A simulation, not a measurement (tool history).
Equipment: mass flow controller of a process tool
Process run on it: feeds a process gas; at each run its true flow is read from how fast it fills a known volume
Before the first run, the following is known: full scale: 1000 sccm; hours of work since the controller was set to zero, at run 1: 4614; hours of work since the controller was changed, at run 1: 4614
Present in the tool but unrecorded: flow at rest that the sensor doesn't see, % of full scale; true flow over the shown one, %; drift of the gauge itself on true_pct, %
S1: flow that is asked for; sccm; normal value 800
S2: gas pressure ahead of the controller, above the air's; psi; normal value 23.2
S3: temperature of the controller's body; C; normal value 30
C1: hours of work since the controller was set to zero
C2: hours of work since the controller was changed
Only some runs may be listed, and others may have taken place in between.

Run 1, day 0.000: usual settings; C1 4614; C2 4614. Result: true flow (%) 99.81.
Run 2, day 3.667: usual settings; C1 4674; C2 4674. Result: true flow (%) 99.80.
Run 3, day 11.296: usual settings but S2 26.4 psi; C1 4798; C2 4798. Result: true flow (%) 99.79.
Run 4, day 18.796: usual settings but S1 340 sccm; C1 4921; C2 4921. Result: true flow (%) 100.67.
Run 5, day 23.358: usual settings; C1 4995; C2 4995. Result: true flow (%) 99.85.
Run 6, day 27.438: usual settings but S3 23 C; C1 5062; C2 5062. Result: true flow (%) 100.39.
Run 7, day 34.092: usual settings but S3 31 C; C1 5171; C2 5171. Result: true flow (%) 99.79.
Run 8, day 39.033: usual settings but S1 111 sccm; C1 5251; C2 5251. Result: true flow (%) 106.28.
Run 9, day 43.392: usual settings but S1 111 sccm, S2 39.6 psi; C1 5323; C2 5323. Result: true flow (%) 106.16.
Run 10, day 50.054: usual settings but S1 111 sccm, S2 39.6 psi; C1 5432; C2 5432. Result: true flow (%) 106.35.
Run 11, day 54.450: usual settings but S1 111 sccm, S2 39.6 psi; C1 5503; C2 5503. Result: true flow (%) 106.43.
Run 12, day 58.717: usual settings but S3 26 C; C1 5573; C2 5573. Result: true flow (%) 100.17.
Run 13, day 63.562: usual settings but S3 26 C; C1 5652; C2 5652. Result: true flow (%) 100.19.
Run 14, day 69.158: usual settings but S3 26 C; C1 5744; C2 5744. Result: true flow (%) 100.21.
Run 15, day 76.338: usual settings but S3 26 C; C1 5861; C2 5861. Result: true flow (%) 100.17.
Run 16, day 80.704: usual settings but S3 26 C; C1 5932; C2 5932. Result: true flow (%) 100.29.
Run 17, day 86.692: usual settings but S3 26 C; C1 6030; C2 6030. Result: true flow (%) 100.24.
Run 18, day 92.688: usual settings but S1 897 sccm, S2 23.5 psi, S3 23 C; C1 6128; C2 6128. Result: true flow (%) 100.47.
Run 19, day 97.462: usual settings but S1 187 sccm; C1 6206; C2 6206. Result: true flow (%) 103.65.
Run 20, day 104.529: usual settings but S1 350 sccm, S2 22.8 psi; C1 6322; C2 6322. Result: true flow (%) 101.11.
Run 21, day 109.100: usual settings but S1 882 sccm, S2 40.0 psi; C1 6396; C2 6396. Result: true flow (%) 99.70.
Run 22, day 115.496: usual settings but S1 355 sccm, S2 35.0 psi, S3 36 C; C1 6501; C2 6501. Result: true flow (%) 100.55.

Run 23 is up next; what results do you expect?
Run 23, day 119.721: usual settings but S1 298 sccm, S2 21.6 psi, S3 36 C; C1 6570; C2 6570. Result: true flow (%) ?.

Run 23 yielded true flow (%) 101.23.
Were there no unlogged condition in the tool, this run, its random variation unchanged, would have produced true flow (%) 98.15.
